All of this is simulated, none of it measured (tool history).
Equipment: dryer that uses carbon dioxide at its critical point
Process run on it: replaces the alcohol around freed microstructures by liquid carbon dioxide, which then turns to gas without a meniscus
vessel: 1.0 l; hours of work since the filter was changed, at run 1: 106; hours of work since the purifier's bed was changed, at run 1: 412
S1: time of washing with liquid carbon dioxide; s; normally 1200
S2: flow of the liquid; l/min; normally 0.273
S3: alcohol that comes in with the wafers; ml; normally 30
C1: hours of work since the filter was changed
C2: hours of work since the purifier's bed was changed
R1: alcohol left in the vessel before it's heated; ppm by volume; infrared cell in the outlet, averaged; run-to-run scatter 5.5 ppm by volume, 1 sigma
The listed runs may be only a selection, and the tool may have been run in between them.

run 1 day=0.000 | S1=1200 S2=0.273 S3=30 | C1=106 C2=412 | R1=260
run 2 day=0.862 | S1=1200 S2=0.273 S3=30 | C1=114 C2=420 | R1=264
run 3 day=1.742 | S1=1200 S2=0.273 S3=30 | C1=122 C2=428 | R1=275
run 4 day=2.625 | S1=1200 S2=0.239 S3=30 | C1=130 C2=436 | R1=420
run 5 day=3.571 | S1=1200 S2=0.239 S3=30 | C1=139 C2=445 | R1=436
run 6 day=4.729 | S1=1200 S2=0.239 S3=30 | C1=149 C2=456 | R1=449
run 7 day=5.908 | S1=780 S2=0.273 S3=30 | C1=160 C2=467 | R1=1179

For run 8, what comes out?
run 8 day=6.421 | S1=780 S2=0.273 S3=30 | C1=165 C2=471 | R1=?

R1: 1162 ppm by volume
Without the tool's hidden state the same run would have given R1 943 ppm by volume.
